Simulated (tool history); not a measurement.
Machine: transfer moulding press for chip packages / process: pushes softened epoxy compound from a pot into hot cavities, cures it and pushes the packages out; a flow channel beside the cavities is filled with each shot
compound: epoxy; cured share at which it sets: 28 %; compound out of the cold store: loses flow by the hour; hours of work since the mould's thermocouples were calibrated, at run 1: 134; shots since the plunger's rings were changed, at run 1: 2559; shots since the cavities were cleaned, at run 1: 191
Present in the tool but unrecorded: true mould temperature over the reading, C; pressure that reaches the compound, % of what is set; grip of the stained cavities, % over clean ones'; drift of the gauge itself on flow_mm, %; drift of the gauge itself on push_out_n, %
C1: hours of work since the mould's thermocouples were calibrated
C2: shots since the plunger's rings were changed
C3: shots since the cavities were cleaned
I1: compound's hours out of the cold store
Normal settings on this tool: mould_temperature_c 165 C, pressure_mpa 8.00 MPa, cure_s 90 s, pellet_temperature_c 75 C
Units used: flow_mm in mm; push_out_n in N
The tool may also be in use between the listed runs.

{"run": 1, "day": 0.0, "mould_temperature_c": 165, "pressure_mpa": 8.0, "cure_s": 90, "pellet_temperature_c": 75, "C1": 134, "C2": 2559, "C3": 191, "I1": 24.4, "flow_mm": 741, "push_out_n": 394}
{"day": 1.596, "done": "cavities cleaned with cleaning compound and waxed"}
{"run": 2, "day": 3.167, "mould_temperature_c": 161, "pressure_mpa": 8.0, "cure_s": 90, "pellet_temperature_c": 75, "C1": 177, "C2": 3426, "C3": 438, "I1": 29.8, "flow_mm": 712, "push_out_n": 568}
{"day": 3.842, "done": "cavities cleaned with cleaning compound and waxed"}
{"run": 3, "day": 4.879, "mould_temperature_c": 165, "pressure_mpa": 8.0, "cure_s": 90, "pellet_temperature_c": 75, "C1": 200, "C2": 3887, "C3": 289, "I1": 46.9, "flow_mm": 639, "push_out_n": 423}
{"day": 6.229, "done": "cavities cleaned with cleaning compound and waxed"}
{"run": 4, "day": 6.612, "mould_temperature_c": 165, "pressure_mpa": 8.0, "cure_s": 90, "pellet_temperature_c": 75, "C1": 223, "C2": 4354, "C3": 107, "I1": 18.3, "flow_mm": 730, "push_out_n": 390}
{"day": 8.371, "done": "cavities cleaned with cleaning compound and waxed"}
{"run": 5, "day": 9.783, "mould_temperature_c": 165, "pressure_mpa": 8.0, "cure_s": 90, "pellet_temperature_c": 75, "C1": 266, "C2": 5223, "C3": 395, "I1": 36.1, "flow_mm": 665, "push_out_n": 433}
{"day": 10.504, "done": "cavities cleaned with cleaning compound and waxed"}
{"run": 6, "day": 12.475, "mould_temperature_c": 165, "pressure_mpa": 8.0, "cure_s": 90, "pellet_temperature_c": 75, "C1": 302, "C2": 5956, "C3": 549, "I1": 8.8, "flow_mm": 735, "push_out_n": 475}
{"day": 12.7, "done": "cavities cleaned with cleaning compound and waxed"}
{"run": 7, "day": 13.904, "mould_temperature_c": 165, "pressure_mpa": 8.0, "cure_s": 90, "pellet_temperature_c": 75, "C1": 321, "C2": 6338, "C3": 336, "I1": 38.4, "flow_mm": 633, "push_out_n": 429}
{"day": 14.971, "done": "cavities cleaned with cleaning compound and waxed"}
{"day": 15.346, "done": "mould's thermocouples calibrated"}
{"run": 8, "day": 15.896, "mould_temperature_c": 165, "pressure_mpa": 8.0, "cure_s": 105, "pellet_temperature_c": 75, "C1": 8, "C2": 6854, "C3": 235, "I1": 18.8, "flow_mm": 694, "push_out_n": 392}
{"day": 16.567, "done": "plunger's sealing rings changed"}
{"day": 17.388, "done": "cavities cleaned with cleaning compound and waxed"}
{"run": 9, "day": 17.754, "mould_temperature_c": 165, "pressure_mpa": 8.0, "cure_s": 105, "pellet_temperature_c": 75, "C1": 31, "C2": 314, "C3": 103, "I1": 28.7, "flow_mm": 742, "push_out_n": 345}
{"run": 10, "day": 19.408, "mould_temperature_c": 169, "pressure_mpa": 8.0, "cure_s": 90, "pellet_temperature_c": 75, "C1": 54, "C2": 776, "C3": 565, "I1": 31.4, "flow_mm": 710, "push_out_n": 424}
{"day": 19.646, "done": "cavities cleaned with cleaning compound and waxed"}
{"day": 21.9, "done": "cavities cleaned with cleaning compound and waxed"}
{"run": 11, "day": 22.425, "mould_temperature_c": 165, "pressure_mpa": 8.0, "cure_s": 90, "pellet_temperature_c": 75, "C1": 94, "C2": 1584, "C3": 147, "I1": 33.6, "flow_mm": 699, "push_out_n": 364}
{"day": 24.029, "done": "cavities cleaned with cleaning compound and waxed"}
{"run": 12, "day": 24.275, "mould_temperature_c": 165, "pressure_mpa": 8.0, "cure_s": 90, "pellet_temperature_c": 75, "C1": 119, "C2": 2083, "C3": 69, "I1": 41.1, "flow_mm": 678, "push_out_n": 379}
{"day": 25.062, "done": "mould's thermocouples calibrated, once more"}
{"day": 26.446, "done": "cavities cleaned with cleaning compound and waxed"}
{"run": 13, "day": 26.967, "mould_temperature_c": 165, "pressure_mpa": 8.0, "cure_s": 90, "pellet_temperature_c": 75, "C1": 25, "C2": 2794, "C3": 146, "I1": 11.2, "flow_mm": 783, "push_out_n": 400}
{"day": 28.625, "done": "cavities cleaned with cleaning compound and waxed"}
{"run": 14, "day": 29.679, "mould_temperature_c": 165, "pressure_mpa": 8.0, "cure_s": 90, "pellet_temperature_c": 75, "C1": 62, "C2": 3534, "C3": 294, "I1": 43.2, "flow_mm": 654, "push_out_n": 442}
{"day": 30.825, "done": "cavities cleaned with cleaning compound and waxed"}
{"day": 33.038, "done": "cavities cleaned with cleaning compound and waxed"}
{"run": 15, "day": 33.062, "mould_temperature_c": 165, "pressure_mpa": 7.94, "cure_s": 90, "pellet_temperature_c": 75, "C1": 107, "C2": 4445, "C3": 7, "I1": 10.0, "flow_mm": 760, "push_out_n": 357}
{"day": 35.254, "done": "cavities cleaned with cleaning compound and waxed"}
{"run": 16, "day": 35.412, "mould_temperature_c": 167, "pressure_mpa": 6.82, "cure_s": 91, "pellet_temperature_c": 74, "C1": 139, "C2": 5084, "C3": 45, "I1": 32.6, "flow_mm": 619, "push_out_n": 315}
{"day": 37.375, "done": "cavities cleaned with cleaning compound and waxed"}
{"run": 17, "day": 37.375, "mould_temperature_c": 165, "pressure_mpa": 8.0, "cure_s": 90, "pellet_temperature_c": 81, "C1": 165, "C2": 5614, "C3": 0, "I1": 21.0, "flow_mm": 692, "push_out_n": 355}
{"run": 18, "day": 39.2, "mould_temperature_c": 165, "pressure_mpa": 8.0, "cure_s": 90, "pellet_temperature_c": 81, "C1": 190, "C2": 6124, "C3": 510, "I1": 25.3, "flow_mm": 684, "push_out_n": 458}
{"day": 39.504, "done": "cavities cleaned with cleaning compound and waxed"}
{"run": 19, "day": 40.979, "mould_temperature_c": 170, "pressure_mpa": 6.05, "cure_s": 75, "pellet_temperature_c": 68, "C1": 214, "C2": 6604, "C3": 412, "I1": 39.3, "flow_mm": 534, "push_out_n": 443}
{"day": 41.779, "done": "cavities cleaned with cleaning compound and waxed"}
{"day": 42.738, "done": "plunger's sealing rings changed"}
{"run": 20, "day": 42.979, "mould_temperature_c": 170, "pressure_mpa": 6.05, "cure_s": 75, "pellet_temperature_c": 68, "C1": 240, "C2": 67, "C3": 306, "I1": 23.6, "flow_mm": 657, "push_out_n": 425}
{"day": 44.079, "done": "cavities cleaned with cleaning compound and waxed"}
{"run": 21, "day": 45.512, "mould_temperature_c": 170, "pressure_mpa": 6.05, "cure_s": 75, "pellet_temperature_c": 68, "C1": 274, "C2": 758, "C3": 401, "I1": 27.2, "flow_mm": 630, "push_out_n": 455}
{"day": 46.238, "done": "cavities cleaned with cleaning compound and waxed"}
{"run": 22, "day": 46.917, "mould_temperature_c": 170, "pressure_mpa": 6.05, "cure_s": 75, "pellet_temperature_c": 68, "C1": 292, "C2": 1132, "C3": 189, "I1": 36.1, "flow_mm": 610, "push_out_n": 394}
{"day": 48.438, "done": "cavities cleaned with cleaning compound and waxed"}
{"run": 23, "day": 50.046, "mould_temperature_c": 173, "pressure_mpa": 8.77, "cure_s": 96, "pellet_temperature_c": 75, "C1": 335, "C2": 1989, "C3": 449, "I1": 28.1, "flow_mm": 735, "push_out_n": 380}
{"day": 50.675, "done": "mould's thermocouples calibrated"}
{"day": 50.738, "done": "cavities cleaned with cleaning compound and waxed"}
{"run": 24, "day": 51.892, "mould_temperature_c": 173, "pressure_mpa": 8.77, "cure_s": 96, "pellet_temperature_c": 75, "C1": 16, "C2": 2464, "C3": 323, "I1": 36.1, "flow_mm": 713, "push_out_n": 380}
{"day": 52.938, "done": "cavities cleaned with cleaning compound and waxed"}
{"day": 55.096, "done": "cavities cleaned with cleaning compound and waxed"}
{"run": 25, "day": 55.096, "mould_temperature_c": 170, "pressure_mpa": 8.77, "cure_s": 96, "pellet_temperature_c": 75, "C1": 59, "C2": 3324, "C3": 0, "I1": 18.6, "flow_mm": 748, "push_out_n": 298}
{"run": 26, "day": 56.588, "mould_temperature_c": 170, "pressure_mpa": 8.77, "cure_s": 96, "pellet_temperature_c": 75, "C1": 79, "C2": 3740, "C3": 416, "I1": 10.8, "flow_mm": 788, "push_out_n": 396}

Alternative continuations, all from the tool just after run 26; predict every row:
{"day": 57.292, "done": "cavities cleaned with cleaning compound and waxed"}
{"run": "A", "day": 58.033, "mould_temperature_c": 165, "pressure_mpa": 7.64, "cure_s": 90, "pellet_temperature_c": 66, "C1": 98, "C2": 4127, "C3": 207, "I1": 28.0, "flow_mm": "?", "push_out_n": "?"}
{"day": 57.292, "done": "cavities cleaned with cleaning compound and waxed"}
{"run": "B", "day": 58.033, "mould_temperature_c": 172, "pressure_mpa": 9.77, "cure_s": 99, "pellet_temperature_c": 75, "C1": 98, "C2": 4127, "C3": 207, "I1": 42.7, "flow_mm": "?", "push_out_n": "?"}
{"day": 57.292, "done": "cavities cleaned with cleaning compound and waxed"}
{"run": "C", "day": 58.033, "mould_temperature_c": 157, "pressure_mpa": 8.0, "cure_s": 90, "pellet_temperature_c": 78, "C1": 98, "C2": 4127, "C3": 207, "I1": 19.2, "flow_mm": "?", "push_out_n": "?"}

run=A flow_mm=687 push_out_n=396
run=B flow_mm=706 push_out_n=336
run=C flow_mm=770 push_out_n=675
Take away the tool's hidden state, keep each run's random variation, and the runs would have read:
run=A flow_mm=742 push_out_n=341
run=B flow_mm=763 push_out_n=282
run=C flow_mm=832 push_out_n=601

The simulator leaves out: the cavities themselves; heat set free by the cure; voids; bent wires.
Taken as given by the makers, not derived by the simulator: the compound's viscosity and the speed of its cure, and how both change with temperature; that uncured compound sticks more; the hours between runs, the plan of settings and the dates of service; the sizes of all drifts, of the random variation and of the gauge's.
